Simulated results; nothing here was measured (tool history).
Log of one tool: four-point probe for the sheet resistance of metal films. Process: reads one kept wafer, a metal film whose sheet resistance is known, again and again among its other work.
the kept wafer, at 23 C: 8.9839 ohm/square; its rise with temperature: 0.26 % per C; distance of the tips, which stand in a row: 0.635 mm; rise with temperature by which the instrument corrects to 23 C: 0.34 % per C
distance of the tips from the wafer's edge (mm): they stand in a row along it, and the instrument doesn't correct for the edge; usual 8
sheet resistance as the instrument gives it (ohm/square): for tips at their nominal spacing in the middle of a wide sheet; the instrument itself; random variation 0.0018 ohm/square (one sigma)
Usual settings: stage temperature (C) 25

run    hour  stage temperature (C)  distance of the tips from the wafer's edge (mm)  sheet resistance as the instrument gives it (ohm/square)
  1       0                     25                                                8                                                  9.042406
  2    23.5                     25                                                8                                                  9.039376
  3    45.4                     27                                                8                                                  9.027431
  4    78.4                     25                                                6                                                  9.061162
  5   107.8                     25                                                6                                                  9.064987
  6   125.5                     25                                               14                                                   9.01923
  7   158.8                     25                                                8                                                  9.043603
  8     182                     25                                                8                                                  9.041789
  9   212.5                     25                                               23                                                  9.018067
 10   246.5                     25                                               23                                                  9.018855
 11   274.2                     25                                               39                                                  9.012099
 12   301.4                     25                                                8                                                  9.043207
      305.5  -- stage's thermometer calibrated
 13   334.9                     25                                                8                                                    9.0388
 14     365                     25                                                8                                                  9.041431
 15   392.4                     25                                                8                                                  9.042612
 16   433.3                     25                                                8                                                  9.045212
 17   462.1                     25                                                8                                                  9.044771
 18   497.2                     25                                                8                                                   9.04503
      504.8  -- stage's thermometer calibrated, once more
 19   535.6                     25                                                8                                                  9.050444
 20     572                     28                                               66                                                  8.999965
 21   592.5                     21                                               13                                                  9.065533
 22   617.1                     29                                                7                                                  9.033538
 23   645.1                     34                                                3                                                  9.163466
 24   686.5                     34                                                3                                                  9.164883
 25   710.5                     23                                                5                                                  9.116476
 26   752.1                     23                                                5                                                  9.118538
 27   777.1                     18                                                8                                                  9.107724
 28   808.1                     18                                                8                                                  9.108008
 29   832.5                     34                                               28                                                  8.960537
 30   862.7                     25                                                6                                                  9.079732
 31     898                     25                                                6                                                  9.079839
 32   924.2                     29                                               61                                                  8.994339
 33   965.7                     29                                               61                                                  8.994623
 34   983.8                     22                                               64                                                  9.049102
 35  1017.3                     24                                                3                                                  9.242683
 36  1050.5                     29                                               52                                                  8.992626
 37  1088.1                     29                                               52                                                  8.996781

3 ways to go on from here, each from the tool as it stands after run 37. What would each give?
  A  1115.4                     24                                                8                                                         ?
  B  1115.4                     20                                               11                                                         ?
  C  1115.4                     30                                                6                                                         ?

run  sheet resistance as the instrument gives it (ohm/square)
  A                                                  9.061258
  B                                                  9.081325
  C                                                  9.041307
Without the tool's hidden state the same runs would have given:
run  sheet resistance as the instrument gives it (ohm/square)
  A                                                  9.003122
  B                                                  9.023055
  C                                                  8.983307

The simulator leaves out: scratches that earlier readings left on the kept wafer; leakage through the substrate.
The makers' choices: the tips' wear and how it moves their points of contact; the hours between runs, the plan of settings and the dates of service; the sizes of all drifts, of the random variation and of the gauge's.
